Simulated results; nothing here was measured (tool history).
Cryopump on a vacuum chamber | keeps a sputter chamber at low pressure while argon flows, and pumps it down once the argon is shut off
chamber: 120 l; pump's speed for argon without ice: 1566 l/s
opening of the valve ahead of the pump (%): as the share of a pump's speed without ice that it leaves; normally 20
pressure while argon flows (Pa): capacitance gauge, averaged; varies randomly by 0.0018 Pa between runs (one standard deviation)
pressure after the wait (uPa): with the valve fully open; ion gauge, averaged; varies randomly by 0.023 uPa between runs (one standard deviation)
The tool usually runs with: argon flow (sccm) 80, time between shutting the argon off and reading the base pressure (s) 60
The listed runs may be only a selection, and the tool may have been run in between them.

run	hour	argon flow (sccm)	time between shutting the argon off and reading the base pressure (s)	opening of the valve ahead of the pump (%)	pressure while argon flows (Pa)	pressure after the wait (uPa)
1	0.0	80	60	20	0.4346	1.45
2	18.0	80	60	20	0.4360	1.53
3	40.8	80	60	20	0.4375	1.51
4	65.4	80	60	20	0.4370	1.53
5	90.9	80	60	20	0.4406	1.62
6	106.8	80	60	20	0.4389	1.54
7	132.9	80	60	20	0.4410	1.53
8	148.6	80	60	20	0.4385	1.63
9	172.6	80	60	20	0.4430	1.69
10	198.3	80	60	20	0.4441	1.66
11	220.1	80	60	20	0.4432	1.63
12	242.7	80	60	20	0.4473	1.75
13	261.3	80	60	20	0.4458	1.75
14	287.0	80	60	20	0.4448	1.83
15	312.7	80	60	20	0.4475	1.80
16	338.9	80	60	20	0.4490	1.91
17	363.4	80	60	20	0.4486	1.92
18	377.8	80	60	20	0.4544	1.90
19	405.3	108	58	16	0.7561	1.93
20	417.8	108	37	16	0.7549	2.28
21	439.2	108	49	18	0.6815	2.01
22	464.8	108	49	18	0.6854	2.13
23	486.2	106	49	26	0.4723	2.12
24	504.2	70	49	17	0.4679	2.11
25	522.1	70	49	17	0.4665	2.14
26	536.6	70	49	17	0.4723	2.18
27	557.0	41	49	34	0.1461	2.25
28	579.5	41	49	34	0.1454	2.23
29	601.1	65	249	20	0.3760	1.77
30	630.0	65	249	20	0.3777	1.74
31	645.7	65	249	20	0.3771	1.84
32	664.8	65	249	20	0.3796	1.90
33	688.0	65	249	20	0.3818	1.88
34	702.2	75	126	20	0.4360	2.01
35	718.1	75	126	20	0.4409	2.08

3 ways to go on from here, each from the tool as it stands after run 35. What would each give?
A	739.0	84	126	20	?	?
B	739.0	80	60	29	?	?
C	739.0	57	126	20	?	?

run	pressure while argon flows (Pa)	pressure after the wait (uPa)
A	0.4991	2.06
B	0.3362	2.36
C	0.3390	2.07
With the hidden condition removed and each run's random variation left untouched, the same runs would have given:
run	pressure while argon flows (Pa)	pressure after the wait (uPa)
A	0.4563	0.45
B	0.2959	0.72
C	0.3100	0.42

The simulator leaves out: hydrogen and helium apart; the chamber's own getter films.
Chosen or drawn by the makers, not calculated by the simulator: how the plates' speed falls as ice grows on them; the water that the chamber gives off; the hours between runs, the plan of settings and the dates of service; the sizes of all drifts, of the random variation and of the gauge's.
